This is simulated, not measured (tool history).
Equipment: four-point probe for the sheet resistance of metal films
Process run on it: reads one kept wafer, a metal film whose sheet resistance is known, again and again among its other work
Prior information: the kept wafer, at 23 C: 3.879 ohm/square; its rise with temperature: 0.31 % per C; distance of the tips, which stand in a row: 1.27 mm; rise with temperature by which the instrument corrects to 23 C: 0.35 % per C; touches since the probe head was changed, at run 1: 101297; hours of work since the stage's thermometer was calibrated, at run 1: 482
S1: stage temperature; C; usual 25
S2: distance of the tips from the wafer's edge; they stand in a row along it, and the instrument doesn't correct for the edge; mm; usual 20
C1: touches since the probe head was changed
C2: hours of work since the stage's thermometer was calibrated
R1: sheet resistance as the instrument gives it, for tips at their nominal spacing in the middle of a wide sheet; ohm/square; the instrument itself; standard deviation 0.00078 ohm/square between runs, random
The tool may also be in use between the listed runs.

| run | hour | S1 | S2 | C1 | C2 | R1 |
|---|---|---|---|---|---|---|
| 1 | 0.0 | 25 | 20 | 101297 | 482 | 3.877673 |
| 2 | 68.2 | 25 | 20 | 103602 | 534 | 3.877736 |
| 3 | 142.2 | 25 | 20 | 106106 | 591 | 3.877376 |
| 4 | 226.8 | 25 | 20 | 108970 | 655 | 3.878751 |
| 5 | 284.3 | 25 | 20 | 110913 | 699 | 3.879345 |
| 6 | 324.4 | 25 | 20 | 112272 | 729 | 3.878001 |
| 7 | 389.8 | 25 | 4 | 114485 | 779 | 4.070478 |
| 8 | 431.6 | 23 | 17 | 115897 | 811 | 3.887836 |

What does the tool deliver on the next run?
| 9 | 520.9 | 23 | 17 | 118919 | 879 | ? |

Run 9 produced R1 3.886575 ohm/square.
On a tool with no hidden condition, and with the same random variation, this run would have come out at R1 3.888532 ohm/square.

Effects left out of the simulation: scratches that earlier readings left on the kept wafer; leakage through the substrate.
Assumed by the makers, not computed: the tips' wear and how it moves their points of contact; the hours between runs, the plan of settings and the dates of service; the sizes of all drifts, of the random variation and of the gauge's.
